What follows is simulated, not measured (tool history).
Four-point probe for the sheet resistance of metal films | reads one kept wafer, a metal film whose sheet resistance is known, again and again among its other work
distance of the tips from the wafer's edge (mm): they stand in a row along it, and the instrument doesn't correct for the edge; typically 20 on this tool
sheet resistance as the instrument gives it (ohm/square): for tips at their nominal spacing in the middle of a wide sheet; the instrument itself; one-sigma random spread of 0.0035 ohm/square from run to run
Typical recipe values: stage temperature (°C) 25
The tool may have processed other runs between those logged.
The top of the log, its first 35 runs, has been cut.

run,hour,stage temperature (°C),distance of the tips from the wafer's edge (mm),touches since the probe head was changed,hours of work since the stage's thermometer was calibrated,sheet resistance as the instrument gives it (ohm/square)
36,3628.0,20,3,66826,1193,18.541193
37,3689.9,19,26,70228,1235,18.158269
# hour 3704.3: new probe head fitted
38,3776.5,19,26,3969,1292,17.881019
39,3901.3,20,10,10831,1376,17.910296
40,3962.3,20,10,14184,1417,17.931072
41,4033.5,20,10,18103,1465,17.945100
42,4176.0,20,10,25936,1561,17.973110
43,4287.8,20,10,32087,1636,18.000039
44,4426.5,20,10,39713,1730,18.024731

3 ways to go on from here, each from the tool as it stands after run 44. What would each give?
# hour 4490.3: stage's thermometer calibrated
A,4508.7,31,20,44206,12,?
# hour 4490.3: stage's thermometer calibrated
B,4508.7,23,37,44206,12,?
# hour 4490.3: stage's thermometer calibrated
C,4508.7,25,21,44206,12,?

run,sheet resistance as the instrument gives it (ohm/square)
A,17.728128
B,17.893687
C,17.865632
With no hidden state in the tool, these same runs would have given:
run,sheet resistance as the instrument gives it (ohm/square)
A,17.558875
B,17.722840
C,17.695059
